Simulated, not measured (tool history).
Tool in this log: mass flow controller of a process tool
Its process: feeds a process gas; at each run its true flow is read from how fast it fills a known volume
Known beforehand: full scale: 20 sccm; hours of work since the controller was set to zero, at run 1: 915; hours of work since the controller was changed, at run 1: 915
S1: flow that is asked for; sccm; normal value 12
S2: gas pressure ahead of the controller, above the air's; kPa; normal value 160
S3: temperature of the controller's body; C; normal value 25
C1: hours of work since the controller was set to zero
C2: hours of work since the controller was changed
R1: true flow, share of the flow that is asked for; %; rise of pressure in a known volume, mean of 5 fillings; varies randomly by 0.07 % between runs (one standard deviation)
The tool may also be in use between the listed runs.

| run | hour | S1 | S2 | S3 | C1 | C2 | R1 |
|---|---|---|---|---|---|---|---|
| 1 | 0 | 12 | 160 | 25 | 915 | 915 | 98.59 |
| 2 | 264.2 | 12 | 186 | 25 | 1123 | 1123 | 98.59 |
| 3 | 774 | 12 | 186 | 25 | 1524 | 1524 | 98.52 |
| 4 | 1173.6 | 12 | 160 | 22 | 1839 | 1839 | 98.28 |
| 5 | 1451.3 | 12 | 160 | 22 | 2058 | 2058 | 98.22 |
| 6 | 1727.4 | 12 | 160 | 25 | 2275 | 2275 | 98.31 |

Predict the results of run 7:
| 7 | 2011 | 5 | 162 | 25 | 2499 | 2499 | ? |

Run 7 came out at R1 98.01 %.
If the tool had no hidden condition, the same run with the same run-to-run variation would have returned R1 98.15 %.

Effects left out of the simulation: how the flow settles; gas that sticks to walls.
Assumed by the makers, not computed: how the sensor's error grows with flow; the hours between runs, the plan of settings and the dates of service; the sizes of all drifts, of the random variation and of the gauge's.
